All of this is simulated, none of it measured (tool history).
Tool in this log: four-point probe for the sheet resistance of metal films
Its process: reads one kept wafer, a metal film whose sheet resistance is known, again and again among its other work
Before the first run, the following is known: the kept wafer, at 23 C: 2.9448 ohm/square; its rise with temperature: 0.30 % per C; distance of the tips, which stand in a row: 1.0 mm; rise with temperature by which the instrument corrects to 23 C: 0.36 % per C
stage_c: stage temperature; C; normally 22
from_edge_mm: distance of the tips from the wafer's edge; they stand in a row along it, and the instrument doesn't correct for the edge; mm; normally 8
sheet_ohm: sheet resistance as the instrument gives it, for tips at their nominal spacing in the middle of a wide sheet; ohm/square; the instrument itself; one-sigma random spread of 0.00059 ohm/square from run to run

| run | day | stage_c | from_edge_mm | sheet_ohm |
|---|---|---|---|---|
| 1 | 0.000 | 22 | 8 | 2.978483 |
| 2 | 0.454 | 22 | 8 | 2.979465 |
| 3 | 0.867 | 22 | 8 | 2.978550 |
| 4 | 1.508 | 26 | 8 | 2.970163 |
| 5 | 2.246 | 26 | 8 | 2.970475 |
| 6 | 2.542 | 22 | 8 | 2.978736 |
| 7 | 3.050 | 22 | 8 | 2.979397 |
| 8 | 3.688 | 22 | 3 | 3.119440 |
| 9 | 4.158 | 22 | 3 | 3.119945 |
| 10 | 4.838 | 22 | 3 | 3.119280 |
| 11 | 5.525 | 22 | 3 | 3.119842 |
| 12 | 5.862 | 22 | 3 | 3.120426 |
| 13 | 6.179 | 22 | 8 | 2.979158 |
| 14 | 6.579 | 22 | 8 | 2.978999 |
| 15 | 7.088 | 22 | 8 | 2.978852 |
| 16 | 7.392 | 22 | 8 | 2.978696 |
| 17 | 7.742 | 22 | 26 | 2.956803 |
| 18 | 8.267 | 22 | 26 | 2.956322 |
| 19 | 8.725 | 21 | 74 | 2.957335 |
| 20 | 9.321 | 30 | 64 | 2.940259 |
| 21 | 9.896 | 30 | 64 | 2.939438 |
| 22 | 10.312 | 30 | 6 | 2.982353 |
| 23 | 10.662 | 30 | 6 | 2.983205 |
| 24 | 11.333 | 30 | 6 | 2.983368 |
| 25 | 11.658 | 30 | 8 | 2.963037 |

Hidden state or all else? Some run-to-run changes of sheet_ohm, split into what the settings, what came in and random variation would give without the hidden state, and what is left for the hidden state (with any gauge scatter that isn't in both results):
Hidden state present: inner tips' distance over the nominal, %; tips' flats over new ones', %; wafer's true temperature over the reading, C; drift of the gauge itself on sheet_ohm, %.
Run 7 -> 8: from_edge_mm 8 -> 3. sheet_ohm +0.140043 ohm/square: hidden state +0.000372, all else +0.139671.
Run 12 -> 13: from_edge_mm 3 -> 8. sheet_ohm -0.141268 ohm/square: hidden state -0.000300, all else -0.140968.
